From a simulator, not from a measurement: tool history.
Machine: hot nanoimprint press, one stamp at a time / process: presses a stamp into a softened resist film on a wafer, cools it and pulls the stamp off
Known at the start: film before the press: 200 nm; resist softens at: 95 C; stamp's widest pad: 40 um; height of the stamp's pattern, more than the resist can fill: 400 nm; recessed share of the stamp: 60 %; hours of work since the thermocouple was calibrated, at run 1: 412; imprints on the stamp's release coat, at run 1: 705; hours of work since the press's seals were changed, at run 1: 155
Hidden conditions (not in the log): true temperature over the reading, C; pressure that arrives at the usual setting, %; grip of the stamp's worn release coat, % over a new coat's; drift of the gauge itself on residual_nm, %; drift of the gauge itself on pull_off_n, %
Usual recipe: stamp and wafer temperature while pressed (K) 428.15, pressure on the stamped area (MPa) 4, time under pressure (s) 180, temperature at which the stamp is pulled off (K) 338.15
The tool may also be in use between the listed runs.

run     day  stamp and wafer temperature while pressed (K)  pressure on the stamped area (MPa)  time under pressure (s)  temperature at which the stamp is pulled off (K)  hours of work since the thermocouple was calibrated  imprints on the stamp's release coat  hours of work since the press's seals were changed  resist left under the stamp's widest pad (nm)  greatest force while the stamp is pulled off (N)
  1       0                                         428.15                                   4                      180                                            338.15                                                  412                                   705                                                 155                                           84.1                                               176
  2   0.871                                         428.15                                   4                      180                                            338.15                                                  421                                   777                                                 164                                           82.7                                               184
  3   2.029                                         429.15                                   4                      180                                            338.15                                                  433                                   873                                                 176                                           77.8                                               192
  4   2.554                                         429.15                                   4                      180                                            338.15                                                  439                                   917                                                 181                                           77.8                                               200
  5   3.258                                         429.15                                   4                      180                                            338.15                                                  446                                   975                                                 188                                           78.9                                               194
  6    4.35                                         429.15                                   4                      180                                            338.15                                                  457                                  1066                                                 200                                           78.3                                               203
  7   5.004                                         423.15                                   4                      180                                            338.15                                                  464                                  1120                                                 207                                          108.8                                               212
  8   6.054                                         423.15                                   4                      180                                            338.15                                                  475                                  1207                                                 217                                          110.1                                               220
  9   6.712                                         423.15                                   4                      180                                            338.15                                                  482                                  1262                                                 224                                          108.1                                               222
 10   7.996                                         423.15                                   4                      180                                            338.15                                                  495                                  1368                                                 238                                          108.2                                               220
      8.429  -- stamp cleaned and given a new release coat
 11   9.279                                         423.15                                   4                      180                                            338.15                                                  506                                    71                                                 248                                            109                                               140
 12  10.467                                         428.15                                   4                      180                                            338.15                                                  518                                   169                                                 261                                           82.1                                               141
 13  11.396                                         428.15                                   4                      180                                            338.15                                                  528                                   246                                                 270                                             81                                               154
 14  12.312                                         428.15                                   4                      180                                            338.15                                                  537                                   322                                                 280                                           82.7                                               160
 15  13.096                                         428.15                                   4                      180                                            338.15                                                  546                                   387                                                 288                                           81.4                                               161
     13.317  -- plate thermocouple calibrated
 16   13.85                                         428.15                                3.49                      116                                            338.15                                                    6                                   439                                                 294                                          109.9                                               169
 17  14.946                                         428.15                                6.08                      354                                            335.15                                                   17                                   530                                                 306                                           55.4                                               178
 18  15.638                                         427.15                                2.75                      152                                            341.15                                                   24                                   587                                                 313                                          116.8                                               172
 19  16.738                                         427.15                                2.75                      152                                            341.15                                                   35                                   679                                                 324                                          116.2                                               181
 20    17.5                                         427.15                                2.75                      152                                            341.15                                                   43                                   742                                                 332                                          115.9                                               178
 21  18.304                                         419.15                                2.75                      152                                            341.15                                                   52                                   809                                                 341                                          161.8                                               188
 22    19.4                                         419.15                                2.75                      152                                            341.15                                                   63                                   899                                                 352                                          160.7                                               186
 23  20.025                                         428.15                                   4                      180                                            328.15                                                   70                                   951                                                 359                                           87.6                                               209
 24  20.558                                         435.15                                   4                      180                                            325.15                                                   75                                   995                                                 364                                           58.4                                               214
 25  21.588                                         430.15                                5.67                      180                                            325.15                                                   86                                  1081                                                 375                                           66.2                                               226
 26  22.608                                         423.15                                3.39                      173                                            325.15                                                   96                                  1165                                                 385                                          122.9                                               233
 27  23.538                                         428.15                                6.02                      180                                            339.15                                                  106                                  1242                                                 395                                           71.4                                               221
 28  24.567                                         428.15                                4.59                      180                                            338.15                                                  117                                  1328                                                 406                                           81.2                                               226
     25.512  -- stamp cleaned and given a new release coat
 29  25.896                                         428.15                                4.11                      180                                            340.15                                                  128                                    32                                                 417                                           86.3                                               135

Some steps in resist left under the stamp's widest pad (nm) between neighbouring runs. How much of each would the tool show without its hidden state too (settings, what came in, random variation), and how much is left for the hidden state, with any gauge scatter that isn't in both results?
Run 6 -> 7: stamp and wafer temperature while pressed (K) 429.15 -> 423.15. resist left under the stamp's widest pad (nm) +30.5: hidden state -1.8, all else +32.3.
Run 15 -> 16: pressure on the stamped area (MPa) 4 -> 3.49, time under pressure (s) 180 -> 116, plate thermocouple calibrated. resist left under the stamp's widest pad (nm) +28.5: hidden state +6.7, all else +21.8.
Run 17 -> 18: stamp and wafer temperature while pressed (K) 428.15 -> 427.15, pressure on the stamped area (MPa) 6.08 -> 2.75, time under pressure (s) 354 -> 152, temperature at which the stamp is pulled off (K) 335.15 -> 341.15. resist left under the stamp's widest pad (nm) +61.4: hidden state -0.6, all else +62.
Run 22 -> 23: stamp and wafer temperature while pressed (K) 419.15 -> 428.15, pressure on the stamped area (MPa) 2.75 -> 4, time under pressure (s) 152 -> 180, temperature at which the stamp is pulled off (K) 341.15 -> 328.15. resist left under the stamp's widest pad (nm) -73.1: hidden state +0.1, all else -73.2.

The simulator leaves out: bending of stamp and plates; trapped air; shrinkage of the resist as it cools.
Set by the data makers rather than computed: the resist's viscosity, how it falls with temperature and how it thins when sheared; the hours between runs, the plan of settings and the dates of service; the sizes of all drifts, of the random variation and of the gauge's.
